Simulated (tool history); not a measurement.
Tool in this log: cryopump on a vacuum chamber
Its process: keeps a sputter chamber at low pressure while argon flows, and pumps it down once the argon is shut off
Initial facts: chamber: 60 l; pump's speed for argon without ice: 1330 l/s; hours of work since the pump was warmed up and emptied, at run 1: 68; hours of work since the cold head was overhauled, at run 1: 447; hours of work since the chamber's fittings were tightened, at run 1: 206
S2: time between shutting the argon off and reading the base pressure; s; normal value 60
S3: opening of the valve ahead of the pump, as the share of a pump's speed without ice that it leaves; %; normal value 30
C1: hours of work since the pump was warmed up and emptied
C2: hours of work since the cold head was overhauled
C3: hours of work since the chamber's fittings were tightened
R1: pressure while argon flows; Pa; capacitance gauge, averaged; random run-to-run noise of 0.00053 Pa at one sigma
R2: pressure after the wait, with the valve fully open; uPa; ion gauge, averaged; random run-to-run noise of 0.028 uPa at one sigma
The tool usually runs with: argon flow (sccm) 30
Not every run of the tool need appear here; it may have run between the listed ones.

{"run": 1, "hour": 0.0, "argon flow (sccm)": 30, "S2": 60, "S3": 30, "C1": 68, "C2": 447, "C3": 206, "R1": 0.1286, "R2": 1.36}
{"run": 2, "hour": 17.0, "argon flow (sccm)": 30, "S2": 164, "S3": 30, "C1": 77, "C2": 456, "C3": 215, "R1": 0.1283, "R2": 0.7}
{"run": 3, "hour": 38.2, "argon flow (sccm)": 30, "S2": 60, "S3": 30, "C1": 88, "C2": 467, "C3": 226, "R1": 0.1289, "R2": 1.43}
{"run": 4, "hour": 50.2, "argon flow (sccm)": 30, "S2": 60, "S3": 30, "C1": 95, "C2": 473, "C3": 233, "R1": 0.1293, "R2": 1.44}
{"run": 5, "hour": 64.5, "argon flow (sccm)": 39, "S2": 60, "S3": 30, "C1": 102, "C2": 481, "C3": 240, "R1": 0.1687, "R2": 1.44}
{"run": 6, "hour": 81.8, "argon flow (sccm)": 39, "S2": 60, "S3": 30, "C1": 111, "C2": 490, "C3": 250, "R1": 0.1675, "R2": 1.49}
{"run": 7, "hour": 101.8, "argon flow (sccm)": 39, "S2": 60, "S3": 30, "C1": 122, "C2": 501, "C3": 260, "R1": 0.1691, "R2": 1.44}
{"run": 8, "hour": 114.2, "argon flow (sccm)": 39, "S2": 60, "S3": 30, "C1": 129, "C2": 508, "C3": 267, "R1": 0.169, "R2": 1.43}
{"run": 9, "hour": 125.3, "argon flow (sccm)": 39, "S2": 60, "S3": 30, "C1": 135, "C2": 514, "C3": 273, "R1": 0.1691, "R2": 1.44}
{"run": 10, "hour": 141.8, "argon flow (sccm)": 39, "S2": 60, "S3": 30, "C1": 143, "C2": 522, "C3": 282, "R1": 0.1698, "R2": 1.47}
{"run": 11, "hour": 160.4, "argon flow (sccm)": 39, "S2": 60, "S3": 30, "C1": 153, "C2": 532, "C3": 292, "R1": 0.1695, "R2": 1.46}
{"run": 12, "hour": 179.1, "argon flow (sccm)": 39, "S2": 60, "S3": 30, "C1": 163, "C2": 542, "C3": 302, "R1": 0.1691, "R2": 1.49}
{"run": 13, "hour": 193.8, "argon flow (sccm)": 30, "S2": 60, "S3": 30, "C1": 171, "C2": 550, "C3": 309, "R1": 0.1303, "R2": 1.47}
{"run": 14, "hour": 212.3, "argon flow (sccm)": 35, "S2": 60, "S3": 26, "C1": 181, "C2": 560, "C3": 319, "R1": 0.1742, "R2": 1.45}
{"run": 15, "hour": 223.7, "argon flow (sccm)": 35, "S2": 60, "S3": 26, "C1": 187, "C2": 566, "C3": 325, "R1": 0.1754, "R2": 1.53}
{"run": 16, "hour": 240.1, "argon flow (sccm)": 35, "S2": 60, "S3": 26, "C1": 196, "C2": 575, "C3": 334, "R1": 0.176, "R2": 1.46}
{"run": 17, "hour": 249.7, "argon flow (sccm)": 52, "S2": 60, "S3": 34, "C1": 201, "C2": 580, "C3": 339, "R1": 0.2, "R2": 1.46}
{"run": 18, "hour": 262.6, "argon flow (sccm)": 52, "S2": 60, "S3": 34, "C1": 208, "C2": 587, "C3": 346, "R1": 0.2014, "R2": 1.47}
{"run": 19, "hour": 282.6, "argon flow (sccm)": 45, "S2": 256, "S3": 46, "C1": 219, "C2": 598, "C3": 357, "R1": 0.1304, "R2": 0.63}
{"run": 20, "hour": 300.1, "argon flow (sccm)": 30, "S2": 97, "S3": 39, "C1": 228, "C2": 607, "C3": 366, "R1": 0.1021, "R2": 1.1}
{"run": 21, "hour": 314.2, "argon flow (sccm)": 36, "S2": 264, "S3": 59, "C1": 236, "C2": 614, "C3": 374, "R1": 0.083, "R2": 0.71}
{"run": 22, "hour": 332.8, "argon flow (sccm)": 36, "S2": 264, "S3": 19, "C1": 246, "C2": 624, "C3": 384, "R1": 0.2455, "R2": 0.68}
{"run": 23, "hour": 352.8, "argon flow (sccm)": 36, "S2": 264, "S3": 47, "C1": 256, "C2": 635, "C3": 394, "R1": 0.1035, "R2": 0.7}
{"run": 24, "hour": 369.9, "argon flow (sccm)": 36, "S2": 264, "S3": 47, "C1": 265, "C2": 644, "C3": 403, "R1": 0.1035, "R2": 0.74}
{"run": 25, "hour": 390.3, "argon flow (sccm)": 36, "S2": 264, "S3": 47, "C1": 276, "C2": 655, "C3": 414, "R1": 0.1036, "R2": 0.72}

Below are 3 alternative next runs, each starting from the tool's condition after run 25. Predict each:
{"run": "A", "hour": 405.1, "argon flow (sccm)": 30, "S2": 60, "S3": 57, "C1": 284, "C2": 663, "C3": 422, "R1": "?", "R2": "?"}
{"run": "B", "hour": 405.1, "argon flow (sccm)": 16, "S2": 21, "S3": 26, "C1": 284, "C2": 663, "C3": 422, "R1": "?", "R2": "?"}
{"run": "C", "hour": 405.1, "argon flow (sccm)": 12, "S2": 264, "S3": 47, "C1": 284, "C2": 663, "C3": 422, "R1": "?", "R2": "?"}

run=A R1=0.0715 R2=1.58
run=B R1=0.081 R2=3.52
run=C R1=0.0344 R2=0.73
Stripped of hidden state, with their random variation kept, the same runs would have yielded:
run=A R1=0.066 R2=1.32
run=B R1=0.078 R2=3.26
run=C R1=0.0322 R2=0.47
